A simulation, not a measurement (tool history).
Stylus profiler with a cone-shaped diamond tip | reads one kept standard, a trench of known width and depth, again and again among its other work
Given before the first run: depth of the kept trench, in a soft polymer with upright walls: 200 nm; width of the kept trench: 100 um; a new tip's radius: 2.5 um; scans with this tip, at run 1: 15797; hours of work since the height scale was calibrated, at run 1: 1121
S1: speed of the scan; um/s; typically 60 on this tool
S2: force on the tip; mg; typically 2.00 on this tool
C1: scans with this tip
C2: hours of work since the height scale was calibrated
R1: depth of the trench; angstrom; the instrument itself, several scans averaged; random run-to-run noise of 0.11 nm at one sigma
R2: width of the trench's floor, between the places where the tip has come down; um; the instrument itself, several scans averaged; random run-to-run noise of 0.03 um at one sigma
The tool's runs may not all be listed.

Run 1, hour 0.0: usual settings; C1 15797; C2 1121. Result: R1 2033.2 angstrom, R2 96.15 um.
Run 2, hour 24.4: usual settings; C1 16043; C2 1139. Result: R1 2030.1 angstrom, R2 96.06 um.
Run 3, hour 48.1: usual settings; C1 16283; C2 1156. Result: R1 2031.9 angstrom, R2 96.06 um.
Run 4, hour 66.7: usual settings; C1 16471; C2 1169. Result: R1 2035.5 angstrom, R2 96.07 um.
Run 5, hour 80.0: usual settings but S1 45 um/s; C1 16606; C2 1179. Result: R1 2033.0 angstrom, R2 96.13 um.
At hour 90.2: new tip fitted, height scale calibrated.
Run 6, hour 95.6: usual settings but S1 45 um/s, S2 3.51 mg; C1 54; C2 4. Result: R1 2032.6 angstrom, R2 97.84 um.
Run 7, hour 115.7: usual settings but S1 45 um/s, S2 3.51 mg; C1 257; C2 18. Result: R1 2033.2 angstrom, R2 97.76 um.
Run 8, hour 131.3: usual settings but S1 45 um/s, S2 3.51 mg; C1 415; C2 29. Result: R1 2032.5 angstrom, R2 97.80 um.
At hour 132.9: height scale calibrated on a step standard.
Run 9, hour 157.5: usual settings but S1 45 um/s, S2 3.51 mg; C1 675; C2 18. Result: R1 2033.0 angstrom, R2 97.72 um.
Run 10, hour 172.0: usual settings but S1 45 um/s, S2 3.51 mg; C1 821; C2 28. Result: R1 2032.7 angstrom, R2 97.68 um.
Run 11, hour 185.1: usual settings but S1 45 um/s, S2 3.51 mg; C1 954; C2 37. Result: R1 2033.4 angstrom, R2 97.65 um.
Run 12, hour 203.9: usual settings but S1 45 um/s, S2 3.51 mg; C1 1144; C2 51. Result: R1 2032.5 angstrom, R2 97.64 um.
Run 13, hour 221.3: usual settings but S1 45 um/s, S2 3.51 mg; C1 1320; C2 63. Result: R1 2032.6 angstrom, R2 97.64 um.
Run 14, hour 238.7: usual settings but S2 1.52 mg; C1 1496; C2 76. Result: R1 2017.7 angstrom, R2 97.43 um.
At hour 246.3: height scale calibrated on a step standard, once more.
Run 15, hour 260.1: usual settings but S1 57 um/s, S2 0.88 mg; C1 1708; C2 10. Result: R1 2014.7 angstrom, R2 97.30 um.
Run 16, hour 282.0: usual settings but S1 26 um/s, S2 0.94 mg; C1 1929; C2 26. Result: R1 2013.7 angstrom, R2 97.56 um.
Run 17, hour 305.0: usual settings but S2 0.75 mg; C1 2162; C2 42. Result: R1 2011.9 angstrom, R2 97.12 um.
Run 18, hour 321.2: usual settings but S1 59 um/s, S2 0.90 mg; C1 2326; C2 54. Result: R1 2012.9 angstrom, R2 97.18 um.
Run 19, hour 344.1: usual settings but S1 35 um/s, S2 5.29 mg; C1 2557; C2 70. Result: R1 2046.0 angstrom, R2 97.55 um.
Run 20, hour 364.5: usual settings but S1 35 um/s, S2 5.29 mg; C1 2763; C2 85. Result: R1 2044.5 angstrom, R2 97.57 um.
Run 21, hour 380.1: usual settings but S1 96 um/s, S2 5.29 mg; C1 2921; C2 96. Result: R1 2045.2 angstrom, R2 97.31 um.
Run 22, hour 395.1: usual settings but S1 21 um/s, S2 1.00 mg; C1 3073; C2 107. Result: R1 2015.7 angstrom, R2 97.45 um.
Run 23, hour 406.0: usual settings but S1 17 um/s, S2 2.39 mg; C1 3183; C2 115. Result: R1 2025.9 angstrom, R2 97.51 um.
Run 24, hour 431.4: usual settings but S1 27 um/s, S2 2.77 mg; C1 3439; C2 133. Result: R1 2030.4 angstrom, R2 97.47 um.
Run 25, hour 445.1: usual settings but S1 27 um/s, S2 2.77 mg; C1 3578; C2 143. Result: R1 2028.3 angstrom, R2 97.39 um.
Run 26, hour 469.8: usual settings but S1 128 um/s, S2 4.12 mg; C1 3828; C2 160. Result: R1 2039.6 angstrom, R2 97.04 um.
Run 27, hour 489.3: usual settings but S2 1.76 mg; C1 4026; C2 174. Result: R1 2022.7 angstrom, R2 97.17 um.
Run 28, hour 502.4: usual settings but S2 2.08 mg; C1 4158; C2 184. Result: R1 2024.1 angstrom, R2 97.12 um.

Measured result minus the same run's result without the hidden state. Both carry the same run-to-run variation, though not necessarily the same gauge scatter:
Hidden conditions of the tool in this case: radius of the tip, um; height scale over the true one, %; drift of the gauge itself on depth_nm, %; drift of the gauge itself on floor_um, %.
run    R1     R2
  1  +9.3  -1.58
  2  +9.5  -1.59
  3  +9.6  -1.61
  4  +9.7  -1.63
  5  +9.8  -1.64
  6  -0.2  -0.01
  7  -0.1  -0.05
  8  +0.0  -0.07
  9  +0.1  -0.10
 10  +0.2  -0.13
 11  +0.3  -0.14
 12  +0.4  -0.16
 13  +0.5  -0.19
 14  +0.6  -0.21
 15  +0.2  -0.23
 16  +0.3  -0.26
 17  +0.5  -0.30
 18  +0.6  -0.31
 19  +0.8  -0.34
 20  +0.9  -0.37
 21  +1.0  -0.38
 22  +1.0  -0.40
 23  +1.2  -0.41
 24  +1.3  -0.44
 25  +1.4  -0.46
 26  +1.5  -0.48
 27  +1.6  -0.50
 28  +1.7  -0.52
